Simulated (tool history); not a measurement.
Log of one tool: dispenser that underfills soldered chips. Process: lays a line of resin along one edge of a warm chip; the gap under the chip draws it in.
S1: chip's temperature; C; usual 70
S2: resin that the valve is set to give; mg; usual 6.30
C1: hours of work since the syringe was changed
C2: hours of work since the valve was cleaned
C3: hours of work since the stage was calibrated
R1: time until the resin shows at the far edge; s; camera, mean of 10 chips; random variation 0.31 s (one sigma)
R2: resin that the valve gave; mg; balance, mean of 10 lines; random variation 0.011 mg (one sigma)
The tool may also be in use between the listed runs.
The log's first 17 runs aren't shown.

run 18 hour=86.6 | S1=80 S2=7.06 | C1=5 C2=36 C3=241 | R1=8.3 R2=6.98
run 19 hour=90.3 | S1=70 S2=5.84 | C1=8 C2=39 C3=244 | R1=17.2 R2=5.79
-- hour=91.2 new syringe of resin
run 20 hour=95.2 | S1=68 S2=6.39 | C1=3 C2=42 C3=247 | R1=11.8 R2=6.32
run 21 hour=100.8 | S1=58 S2=6.23 | C1=7 C2=46 C3=251 | R1=30.1 R2=6.15
-- hour=103.3 new syringe of resin
run 22 hour=105.9 | S1=70 S2=7.79 | C1=2 C2=49 C3=254 | R1=9.9 R2=7.67
run 23 hour=110.2 | S1=84 S2=5.68 | C1=5 C2=52 C3=257 | R1=6.4 R2=5.60
run 24 hour=114.2 | S1=59 S2=7.59 | C1=8 C2=55 C3=260 | R1=30.2 R2=7.47
-- hour=115.5 new syringe of resin
run 25 hour=119.1 | S1=59 S2=7.59 | C1=2 C2=58 C3=263 | R1=19.6 R2=7.46
run 26 hour=123.0 | S1=57 S2=6.53 | C1=5 C2=61 C3=266 | R1=28.5 R2=6.41
-- hour=127.3 dispensing valve cleaned and set on the balance
-- hour=128.5 new syringe of resin
run 27 hour=129.6 | S1=67 S2=6.21 | C1=1 C2=1 C3=270 | R1=11.0 R2=6.23
run 28 hour=132.6 | S1=69 S2=6.96 | C1=3 C2=3 C3=272 | R1=11.5 R2=6.98
run 29 hour=137.2 | S1=69 S2=6.96 | C1=6 C2=7 C3=275 | R1=15.8 R2=6.96
-- hour=141.0 new syringe of resin
run 30 hour=142.5 | S1=70 S2=7.63 | C1=1 C2=10 C3=278 | R1=9.4 R2=7.60
run 31 hour=147.2 | S1=76 S2=7.64 | C1=4 C2=13 C3=282 | R1=9.1 R2=7.62
-- hour=153.3 new syringe of resin
run 32 hour=154.6 | S1=56 S2=7.23 | C1=1 C2=18 C3=287 | R1=20.3 R2=7.19
run 33 hour=159.2 | S1=71 S2=5.48 | C1=4 C2=22 C3=290 | R1=11.9 R2=5.45
run 34 hour=164.4 | S1=57 S2=6.54 | C1=8 C2=25 C3=293 | R1=34.8 R2=6.50

3 ways to go on from here, each from the tool as it stands after run 34. What would each give?
-- hour=165.6 new syringe of resin
run A hour=170.8 | S1=75 S2=5.91 | C1=4 C2=30 C3=298 | R1=? R2=?
-- hour=165.6 new syringe of resin
run B hour=170.8 | S1=79 S2=7.00 | C1=4 C2=30 C3=298 | R1=? R2=?
-- hour=165.6 new syringe of resin
run C hour=170.8 | S1=85 S2=5.62 | C1=4 C2=30 C3=298 | R1=? R2=?

run=A R1=8.9 R2=5.87
run=B R1=7.5 R2=6.94
run=C R1=5.7 R2=5.58
Without the tool's hidden state the same runs would have given:
run=A R1=7.2 R2=5.91
run=B R1=6.1 R2=6.99
run=C R1=4.7 R2=5.62
